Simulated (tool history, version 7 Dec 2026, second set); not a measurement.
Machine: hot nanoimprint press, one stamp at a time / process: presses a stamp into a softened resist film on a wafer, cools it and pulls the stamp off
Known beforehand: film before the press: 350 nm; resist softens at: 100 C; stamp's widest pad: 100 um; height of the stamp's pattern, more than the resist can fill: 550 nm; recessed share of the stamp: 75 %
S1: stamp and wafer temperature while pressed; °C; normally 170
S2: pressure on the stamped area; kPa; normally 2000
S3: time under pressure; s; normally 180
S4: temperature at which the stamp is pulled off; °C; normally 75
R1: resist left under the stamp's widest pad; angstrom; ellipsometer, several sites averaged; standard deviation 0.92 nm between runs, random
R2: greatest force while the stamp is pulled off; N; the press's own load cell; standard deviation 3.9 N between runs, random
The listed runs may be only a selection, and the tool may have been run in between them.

Run 1, hour 0: usual settings. Result: R1 1352 angstrom, R2 222 N.
At hour 24.9: stamp cleaned and given a new release coat.
Run 2, hour 89.7: usual settings. Result: R1 1355 angstrom, R2 214 N.
Run 3, hour 134.8: usual settings but S1 181 °C. Result: R1 915 angstrom, R2 222 N.
At hour 215.4: stamp cleaned and given a new release coat.
Run 4, hour 236.1: usual settings but S1 181 °C. Result: R1 925 angstrom, R2 200 N.
Run 5, hour 296: usual settings. Result: R1 1372 angstrom, R2 205 N.
Run 6, hour 381.2: usual settings. Result: R1 1416 angstrom, R2 227 N.
At hour 403.4: stamp cleaned and given a new release coat.
Run 7, hour 452.7: usual settings. Result: R1 1413 angstrom, R2 204 N.
At hour 471.2: plate thermocouple calibrated.
Run 8, hour 525.3: usual settings but S2 1260 kPa. Result: R1 1685 angstrom, R2 211 N.
At hour 575.7: press's hydraulic seals changed and the load cell set to zero.
Run 9, hour 582.4: usual settings but S2 1260 kPa. Result: R1 1620 angstrom, R2 225 N.
At hour 602.4: stamp cleaned and given a new release coat.
Run 10, hour 658.8: usual settings but S2 1260 kPa. Result: R1 1638 angstrom, R2 199 N.
Run 11, hour 747.9: usual settings but S2 1260 kPa. Result: R1 1652 angstrom, R2 219 N.
At hour 789.1: stamp cleaned and given a new release coat.
Run 12, hour 829.3: usual settings but S2 1260 kPa. Result: R1 1669 angstrom, R2 201 N.
Run 13, hour 904.9: usual settings but S2 1260 kPa. Result: R1 1696 angstrom, R2 212 N.

Run 14 comes next. What will it give?
Run 14, hour 956.5: usual settings but S2 1260 kPa. Result: R1 ?, R2 ?.

Run 14 measured R1 1694 angstrom, R2 229 N.
Had the tool carried no hidden state, the very same run would have given R1 1608 angstrom, R2 192 N.

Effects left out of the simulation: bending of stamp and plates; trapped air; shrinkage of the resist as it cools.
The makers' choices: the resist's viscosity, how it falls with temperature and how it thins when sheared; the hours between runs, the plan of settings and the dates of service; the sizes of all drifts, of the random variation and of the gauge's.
